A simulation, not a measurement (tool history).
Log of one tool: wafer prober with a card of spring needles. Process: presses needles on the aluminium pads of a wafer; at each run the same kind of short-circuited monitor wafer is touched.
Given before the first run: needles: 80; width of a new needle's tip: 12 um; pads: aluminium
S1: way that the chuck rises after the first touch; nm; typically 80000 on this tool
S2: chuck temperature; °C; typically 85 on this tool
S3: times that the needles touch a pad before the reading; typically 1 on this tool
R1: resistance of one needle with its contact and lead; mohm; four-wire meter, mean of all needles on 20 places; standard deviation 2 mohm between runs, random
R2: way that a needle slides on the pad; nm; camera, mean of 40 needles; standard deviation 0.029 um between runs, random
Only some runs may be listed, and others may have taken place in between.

run 1 day=0 | S1=80000 S2=85 S3=1 | R1=218 R2=17960
-- day=0.162 tips cleaned on abrasive film
-- day=0.558 tips cleaned on abrasive film
-- day=0.65 height of the first contact set anew
-- day=0.971 tips cleaned on abrasive film
-- day=1.371 tips cleaned on abrasive film
-- day=1.767 tips cleaned on abrasive film
-- day=2.167 tips cleaned on abrasive film
run 2 day=2.358 | S1=80000 S2=98 S3=1 | R1=219 R2=17960
-- day=2.521 tips cleaned on abrasive film
-- day=2.921 tips cleaned on abrasive film
-- day=3.321 tips cleaned on abrasive film
-- day=3.717 tips cleaned on abrasive film
-- day=4.038 tips cleaned on abrasive film
-- day=4.433 tips cleaned on abrasive film
-- day=4.833 tips cleaned on abrasive film
-- day=5.233 tips cleaned on abrasive film
-- day=5.629 tips cleaned on abrasive film
run 3 day=5.692 | S1=80000 S2=85 S3=1 | R1=215 R2=18030
-- day=6.012 tips cleaned on abrasive film
-- day=6.329 tips cleaned on abrasive film
-- day=6.729 tips cleaned on abrasive film
-- day=7.129 tips cleaned on abrasive film
-- day=7.525 tips cleaned on abrasive film
-- day=7.538 height of the first contact set anew
-- day=7.858 tips cleaned on abrasive film
run 4 day=7.858 | S1=80000 S2=85 S3=1 | R1=221 R2=17990
-- day=8.179 tips cleaned on abrasive film
-- day=8.5 tips cleaned on abrasive film
-- day=8.9 tips cleaned on abrasive film
-- day=9.217 tips cleaned on abrasive film
-- day=9.617 tips cleaned on abrasive film
-- day=10.012 tips cleaned on abrasive film
-- day=10.412 tips cleaned on abrasive film
run 5 day=10.6 | S1=80000 S2=85 S3=1 | R1=211 R2=18010
-- day=10.762 tips cleaned on abrasive film
-- day=11.162 tips cleaned on abrasive film
-- day=11.479 tips cleaned on abrasive film
-- day=11.879 tips cleaned on abrasive film
-- day=12.279 tips cleaned on abrasive film
-- day=12.675 tips cleaned on abrasive film
run 6 day=12.838 | S1=80000 S2=85 S3=1 | R1=217 R2=18020
-- day=12.996 tips cleaned on abrasive film
-- day=13.396 tips cleaned on abrasive film
-- day=13.796 tips cleaned on abrasive film
-- day=14.192 tips cleaned on abrasive film
-- day=14.442 height of the first contact set anew
-- day=14.604 tips cleaned on abrasive film
-- day=15 tips cleaned on abrasive film
-- day=15.4 tips cleaned on abrasive film
-- day=15.8 tips cleaned on abrasive film
run 7 day=15.888 | S1=80000 S2=85 S3=1 | R1=216 R2=18070
-- day=16.129 tips cleaned on abrasive film
-- day=16.525 tips cleaned on abrasive film
-- day=16.925 tips cleaned on abrasive film
-- day=17.325 tips cleaned on abrasive film
-- day=17.721 tips cleaned on abrasive film
-- day=18.121 tips cleaned on abrasive film
-- day=18.517 tips cleaned on abrasive film
-- day=18.917 tips cleaned on abrasive film
run 8 day=18.954 | S1=80000 S2=85 S3=1 | R1=216 R2=18020
-- day=19.275 tips cleaned on abrasive film
-- day=19.675 tips cleaned on abrasive film
-- day=20.071 tips cleaned on abrasive film
-- day=20.471 tips cleaned on abrasive film
-- day=20.821 tips cleaned on abrasive film
run 9 day=20.821 | S1=80000 S2=85 S3=1 | R1=219 R2=18050
-- day=21.221 tips cleaned on abrasive film
-- day=21.312 height of the first contact set anew
-- day=21.629 tips cleaned on abrasive film
-- day=22.029 tips cleaned on abrasive film
-- day=22.425 tips cleaned on abrasive film
run 10 day=22.654 | S1=80000 S2=85 S3=1 | R1=216 R2=18070
-- day=22.817 tips cleaned on abrasive film
-- day=23.212 tips cleaned on abrasive film
-- day=23.612 tips cleaned on abrasive film
-- day=24.012 tips cleaned on abrasive film
-- day=24.408 tips cleaned on abrasive film
-- day=24.808 tips cleaned on abrasive film
-- day=25.204 tips cleaned on abrasive film
run 11 day=25.371 | S1=71000 S2=108 S3=1 | R1=224 R2=16010
-- day=25.533 tips cleaned on abrasive film
-- day=25.933 tips cleaned on abrasive film
-- day=26.329 tips cleaned on abrasive film
-- day=26.729 tips cleaned on abrasive film
-- day=27.125 tips cleaned on abrasive film
run 12 day=27.246 | S1=71000 S2=112 S3=1 | R1=227 R2=16060
-- day=27.483 tips cleaned on abrasive film
-- day=27.883 tips cleaned on abrasive film
-- day=28.212 height of the first contact set anew
-- day=28.296 tips cleaned on abrasive film
-- day=28.692 tips cleaned on abrasive film
-- day=29.088 tips cleaned on abrasive film
run 13 day=29.088 | S1=80000 S2=85 S3=1 | R1=214 R2=18000

What will run 14 give?
-- day=29.483 tips cleaned on abrasive film
-- day=29.883 tips cleaned on abrasive film
-- day=30.204 tips cleaned on abrasive film
-- day=30.6 tips cleaned on abrasive film
-- day=31 tips cleaned on abrasive film
-- day=31.321 tips cleaned on abrasive film
-- day=31.717 tips cleaned on abrasive film
-- day=32.117 tips cleaned on abrasive film
-- day=32.512 tips cleaned on abrasive film
-- day=32.912 tips cleaned on abrasive film
run 14 day=33.054 | S1=63000 S2=35 S3=1 | R1=? R2=?

{"run 14": {"R1": 209, "R2": 14250}}
With no hidden state in the tool, this same run would have given R1 209 mohm, R2 14140 nm.

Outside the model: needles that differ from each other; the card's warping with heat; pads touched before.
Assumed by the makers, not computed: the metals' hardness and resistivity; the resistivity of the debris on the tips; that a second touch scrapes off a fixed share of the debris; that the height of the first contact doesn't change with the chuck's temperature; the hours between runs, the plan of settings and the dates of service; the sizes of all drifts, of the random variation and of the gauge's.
